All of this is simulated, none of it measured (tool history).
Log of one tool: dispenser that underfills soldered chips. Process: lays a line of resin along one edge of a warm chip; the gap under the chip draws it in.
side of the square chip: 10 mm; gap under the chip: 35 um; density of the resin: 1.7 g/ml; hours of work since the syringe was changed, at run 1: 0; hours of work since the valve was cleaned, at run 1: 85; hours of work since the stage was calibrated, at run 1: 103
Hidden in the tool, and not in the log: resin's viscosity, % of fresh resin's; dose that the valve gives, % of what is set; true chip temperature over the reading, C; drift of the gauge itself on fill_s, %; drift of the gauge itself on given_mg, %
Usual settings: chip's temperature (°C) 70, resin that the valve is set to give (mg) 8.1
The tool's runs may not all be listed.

run,day,chip's temperature (°C),resin that the valve is set to give (mg),hours of work since the syringe was changed,hours of work since the valve was cleaned,hours of work since the stage was calibrated,time until the resin shows at the far edge (s),resin that the valve gave (mg)
1,0,70,8.1,0,85,103,168.4,7.84
2,0.092,80,8.1,1,86,104,128.8,7.87
3,0.242,70,7.55,4,89,107,205.6,7.3
4,0.4,70,7.55,7,92,109,234.9,7.28
# day 0.471: new syringe of resin
5,0.6,70,9.01,2,95,113,184.5,8.74
6,0.717,70,9.01,4,97,114,203.3,8.72
7,0.892,70,9.01,7,99,117,233,8.67
# day 0.946: new syringe of resin
8,1.017,70,9.01,1,101,119,174,8.7
9,1.183,70,9.01,4,104,122,200.8,8.71
10,1.354,55,8.1,7,107,125,402.3,7.75
# day 1.408: new syringe of resin
11,1.55,55,8.1,2,110,128,325.1,7.82
12,1.717,55,8.1,5,113,130,360.3,7.8
13,1.825,55,8.1,7,114,132,397.6,7.72
# day 1.875: new syringe of resin
14,1.971,55,8.1,2,117,134,305.7,7.78
15,2.075,55,8.1,3,118,136,332.4,7.8
16,2.167,55,8.1,5,120,138,361.3,7.77
# day 2.342: new syringe of resin
17,2.375,55,8.1,1,123,141,297.3,7.71
18,2.567,70,8.45,4,126,144,203.3,8.12
# day 2.65: dispensing valve cleaned and set on the balance
19,2.771,61,7.6,6,2,147,320.8,7.55
# day 2.854: new syringe of resin
20,2.942,61,7.6,1,5,149,246.7,7.65
21,3.079,61,7.6,4,7,152,276.4,7.6
22,3.204,72,8.72,6,9,154,203.6,8.63
# day 3.325: new syringe of resin
23,3.35,58,8.1,0,11,156,253.3,8.09
24,3.483,76,8.52,3,13,158,152.9,8.47
25,3.579,78,7.63,4,15,160,158.1,7.48
26,3.679,56,9.88,6,17,161,349.3,9.79
# day 3.8: new syringe of resin
27,3.858,68,7.23,1,19,164,192.4,7.18
28,4.021,67,7.11,4,22,167,231.1,7.09
29,4.183,70,9.23,6,25,169,222.2,9.17
# day 4.267: new syringe of resin
30,4.292,75,7.7,0,26,171,144.9,7.63
31,4.5,75,7.7,4,30,174,171.2,7.59
# day 4.729: new syringe of resin
32,4.729,75,7.7,0,33,178,140,7.61
33,4.838,69,8.63,2,35,180,181.9,8.5
34,4.958,73,9.03,4,37,182,175.4,8.93
35,5.175,63,9.09,7,41,185,290,8.96
# day 5.204: new syringe of resin
36,5.358,65,7.47,3,43,188,225.2,7.36

Measured less the same run without the tool's hidden state. The same run-to-run variation is in both; the gauge's scatter may not be:
run,time until the resin shows at the far edge (s),resin that the valve gave (mg)
1,+2,-0.25
2,+10.9,-0.26
3,+40.2,-0.25
4,+69.6,-0.25
5,+21.8,-0.31
6,+40.4,-0.32
7,+72,-0.33
8,+14.3,-0.34
9,+40.7,-0.34
10,+124.9,-0.32
11,+40.8,-0.33
12,+86.6,-0.33
13,+121.3,-0.34
14,+28.1,-0.35
15,+55.5,-0.35
16,+83.2,-0.36
17,+16,-0.37
18,+39.3,-0.39
19,+93,+0
20,+20.3,-0.01
21,+49.8,-0.01
22,+53.4,-0.03
23,+3.6,-0.03
24,+18.4,-0.04
25,+30.1,-0.04
26,+88.6,-0.06
27,+9,-0.05
28,+39.6,-0.06
29,+60.9,-0.08
30,+2.9,-0.08
31,+30.2,-0.09
32,-1.3,-0.1
33,+13.6,-0.11
34,+29.2,-0.13
35,+88.3,-0.14
36,+27.8,-0.12
